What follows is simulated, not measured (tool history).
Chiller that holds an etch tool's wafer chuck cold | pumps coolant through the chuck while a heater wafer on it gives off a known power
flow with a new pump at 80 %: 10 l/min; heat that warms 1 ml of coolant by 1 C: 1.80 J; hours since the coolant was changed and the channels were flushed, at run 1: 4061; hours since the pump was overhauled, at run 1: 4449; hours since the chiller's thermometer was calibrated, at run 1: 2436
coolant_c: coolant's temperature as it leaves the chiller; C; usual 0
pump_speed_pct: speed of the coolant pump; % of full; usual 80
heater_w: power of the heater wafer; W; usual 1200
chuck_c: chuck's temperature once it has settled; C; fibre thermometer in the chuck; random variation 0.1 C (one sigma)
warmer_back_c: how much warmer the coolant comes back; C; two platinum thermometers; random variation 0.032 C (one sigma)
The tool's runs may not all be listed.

run	hour	coolant_c	pump_speed_pct	heater_w	hours since the coolant was changed and the channels were flushed	hours since the pump was overhauled	hours since the chiller's thermometer was calibrated	chuck_c	warmer_back_c
1	0.0	0	80	1200	4061	4449	2436	13.6	3.97
# hour 82.9: coolant changed, channels flushed
2	191.6	0	78	1200	109	4635	2622	13.7	4.11
3	307.2	2	78	1200	224	4751	2737	15.9	4.15
4	432.8	2	78	1200	350	4876	2863	15.7	4.14
5	536.0	2	78	1200	453	4979	2966	15.8	4.20
6	675.9	-5	80	1200	593	5119	3106	8.6	4.07
7	869.0	-5	80	1200	786	5312	3299	8.6	4.07
8	1077.0	0	80	1200	994	5520	3507	13.5	4.10
9	1287.8	0	80	1200	1205	5731	3718	13.5	4.12
10	1460.9	0	80	1465	1378	5904	3891	16.5	5.05
11	1598.0	0	80	1465	1515	6041	4028	16.5	5.10
12	1688.4	0	80	1465	1606	6132	4118	16.3	5.02
13	1886.9	2	80	1200	1804	6330	4317	15.5	4.14
14	2035.9	2	80	1200	1953	6479	4466	15.4	4.27
15	2233.4	2	80	1200	2151	6677	4663	15.5	4.19
16	2446.1	0	80	1200	2363	6889	4876	13.5	4.22
# hour 2506.1: chiller's thermometer calibrated
17	2593.5	7	80	664	2510	7036	87	14.3	2.44
18	2718.2	8	60	1745	2634	7160	212	33.4	8.19
19	2820.3	8	60	1745	2736	7263	314	33.4	8.11
20	3021.6	5	60	1576	2938	7464	515	28.1	7.44
# hour 3136.7: gauge calibrated
21	3213.3	5	60	1576	3129	7656	707	28.0	7.23
22	3327.2	-2	66	1021	3243	7769	821	11.7	4.18
23	3466.8	-2	66	1021	3383	7909	961	11.8	4.23
24	3565.6	-2	66	1021	3482	8008	1059	11.6	4.23
# hour 3610.9: coolant pump overhauled
25	3705.4	-2	99	1021	3617	94	1194	7.4	2.74
26	3920.1	-2	61	1021	3831	309	1409	12.7	4.57
27	4026.6	-2	61	1021	3938	416	1516	12.8	4.60
# hour 4227.9: coolant changed, channels flushed
28	4227.9	-2	61	1021	0	611	1711	12.6	4.65
29	4382.7	-2	61	1021	155	766	1866	12.6	4.66
30	4519.4	6	100	1200	291	903	2002	17.0	3.30
31	4700.2	6	100	1200	472	1083	2183	17.0	3.32

The same runs without the tool's hidden state, with the same run-to-run variation:
The hidden state here: heat passed by the chuck's channels, % of clean ones'; flow at a given pump speed, % of a new pump's; coolant's true temperature over the reading, C; drift of the gauge itself on chuck_c, C; drift of the gauge itself on warmer_back_c, C.
run	warmer_back_c
1	3.97
2	4.08
3	4.12
4	4.09
5	4.14
6	4.00
7	3.97
8	3.99
9	3.99
10	4.89
11	4.93
12	4.84
13	3.94
14	4.05
15	3.96
16	3.97
17	2.18
18	7.89
19	7.81
20	7.12
21	7.20
22	4.15
23	4.19
24	4.17
25	2.68
26	4.49
27	4.51
28	4.54
29	4.53
30	3.16
31	3.17
chuck_c: within 0.1 C of the measured result in every run.

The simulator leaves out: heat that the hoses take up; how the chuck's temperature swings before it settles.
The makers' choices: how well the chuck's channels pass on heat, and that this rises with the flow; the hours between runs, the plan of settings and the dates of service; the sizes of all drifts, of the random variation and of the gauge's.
